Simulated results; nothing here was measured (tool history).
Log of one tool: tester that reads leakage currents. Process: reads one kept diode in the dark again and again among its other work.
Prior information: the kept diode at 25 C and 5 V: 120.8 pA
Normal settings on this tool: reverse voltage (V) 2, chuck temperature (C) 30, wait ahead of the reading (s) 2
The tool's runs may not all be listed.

run    hour  reverse voltage (V)  chuck temperature (C)  wait ahead of the reading (s)  current that the tester gives (pA)
  1       0                    2                     30                              2                              133.12
  2    97.3                    2                     30                           2.92                              133.09
  3   185.8                    2                     30                           2.92                              133.28
  4   304.9                    2                     30                           2.92                                 134
  5     405                    2                     30                              2                              135.23
  6   511.2                    2                     30                              2                              135.23
  7   634.1                 1.06                     30                              2                              101.35
  8   740.1                    2                     30                              2                               136.9
  9   829.4                15.61                     47                              2                              1369.7
 10   922.7                15.61                     47                              2                              1377.1
 11  1026.5                15.61                     47                              2                             1374.81
 12  1084.2                    2                     32                           4.79                              164.25

Run 13 is up next; what results do you expect?
 13  1199.9                  1.5                     21                           2.28                                   ?

Run 13 gave current that the tester gives (pA) 56.95.
With the hidden condition absent and the run-to-run variation left alone, this run would have shown current that the tester gives (pA) 48.73.
